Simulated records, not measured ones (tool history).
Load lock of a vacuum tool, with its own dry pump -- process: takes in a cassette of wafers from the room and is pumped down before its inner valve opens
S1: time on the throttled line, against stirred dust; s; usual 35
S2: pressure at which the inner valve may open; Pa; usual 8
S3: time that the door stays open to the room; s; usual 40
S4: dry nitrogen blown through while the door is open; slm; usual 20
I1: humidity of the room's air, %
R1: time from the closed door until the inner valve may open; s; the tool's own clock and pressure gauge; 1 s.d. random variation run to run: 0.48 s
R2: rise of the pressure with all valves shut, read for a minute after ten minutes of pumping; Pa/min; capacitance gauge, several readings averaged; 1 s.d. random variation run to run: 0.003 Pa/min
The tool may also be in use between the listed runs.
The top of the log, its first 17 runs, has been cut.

Run 18, hour 1102.4: usual settings; I1 42.3. Result: R1 70.1 s, R2 0.016 Pa/min.
Run 19, hour 1193.1: usual settings; I1 41.7. Result: R1 71.2 s, R2 0.023 Pa/min.
Run 20, hour 1237.1: usual settings but S4 32 slm; I1 44.5. Result: R1 71.4 s, R2 0.022 Pa/min.
Run 21, hour 1278.5: usual settings but S4 32 slm; I1 45.7. Result: R1 70.4 s, R2 0.028 Pa/min.
Run 22, hour 1329.8: usual settings but S3 222 s, S4 38 slm; I1 45.8. Result: R1 70.5 s, R2 0.048 Pa/min.
Run 23, hour 1402.2: usual settings but S2 12 Pa, S3 222 s, S4 4 slm; I1 43.6. Result: R1 68.9 s, R2 0.114 Pa/min.
Run 24, hour 1441.0: usual settings but S2 12 Pa, S3 222 s, S4 4 slm; I1 44.9. Result: R1 68.2 s, R2 0.122 Pa/min.
Run 25, hour 1527.1: usual settings but S1 45 s, S3 42 s, S4 9 slm; I1 43.3. Result: R1 78.9 s, R2 0.036 Pa/min.
Run 26, hour 1614.6: usual settings but S2 14 Pa, S4 5 slm; I1 45.1. Result: R1 68.7 s, R2 0.045 Pa/min.
Run 27, hour 1689.5: usual settings but S2 7 Pa, S3 41 s, S4 5 slm; I1 46.4. Result: R1 70.8 s, R2 0.049 Pa/min.
Run 28, hour 1755.8: usual settings but S1 22 s, S3 141 s, S4 5 slm; I1 45.0. Result: R1 60.5 s, R2 0.082 Pa/min.
Run 29, hour 1809.4: usual settings but S1 65 s; I1 43.2. Result: R1 93.9 s, R2 0.027 Pa/min.
Run 30, hour 1886.5: usual settings but S1 48 s, S2 16 Pa, S3 102 s, S4 37 slm; I1 42.1. Result: R1 77.9 s, R2 0.029 Pa/min.
Run 31, hour 1970.4: usual settings but S1 48 s, S2 16 Pa, S3 102 s, S4 37 slm; I1 43.2. Result: R1 77.7 s, R2 0.034 Pa/min.
Run 32, hour 2023.6: usual settings but S1 48 s, S2 16 Pa, S3 102 s, S4 37 slm; I1 49.2. Result: R1 76.6 s, R2 0.036 Pa/min.
Run 33, hour 2063.3: usual settings but S1 48 s, S2 9 Pa, S3 211 s, S4 14 slm; I1 47.8. Result: R1 80.4 s, R2 0.091 Pa/min.
Run 34, hour 2150.6: usual settings but S1 48 s, S2 9 Pa, S3 25 s, S4 9 slm; I1 48.7. Result: R1 79.9 s, R2 0.029 Pa/min.
Run 35, hour 2217.7: usual settings but S1 48 s, S2 9 Pa, S3 25 s, S4 9 slm; I1 45.3. Result: R1 79.6 s, R2 0.029 Pa/min.
Run 36, hour 2266.0: usual settings but S2 9 Pa; I1 45.9. Result: R1 69.5 s, R2 0.024 Pa/min.

Branching from run 36: 4 alternative next runs. What would each branch give?
Run A, hour 2330.7: usual settings but S1 34 s, S3 90 s, S4 4 slm; I1 43.4. Result: R1 ?, R2 ?.
Run B, hour 2330.7: usual settings but S2 10 Pa, S3 27 s, S4 5 slm; I1 43.7. Result: R1 ?, R2 ?.
Run C, hour 2330.7: usual settings but S1 28 s, S2 9 Pa; I1 46.4. Result: R1 ?, R2 ?.
Run D, hour 2330.7: usual settings but S3 99 s, S4 44 slm; I1 45.5. Result: R1 ?, R2 ?.

run    R1     R2
  A  70.1  0.074
  B  69.0  0.030
  C  64.2  0.031
  D  70.3  0.025
The same runs, with their run-to-run variation unchanged, on a tool lacking any hidden condition would have given:
run    R1     R2
  A  70.1  0.073
  B  69.0  0.030
  C  64.2  0.031
  D  70.3  0.025

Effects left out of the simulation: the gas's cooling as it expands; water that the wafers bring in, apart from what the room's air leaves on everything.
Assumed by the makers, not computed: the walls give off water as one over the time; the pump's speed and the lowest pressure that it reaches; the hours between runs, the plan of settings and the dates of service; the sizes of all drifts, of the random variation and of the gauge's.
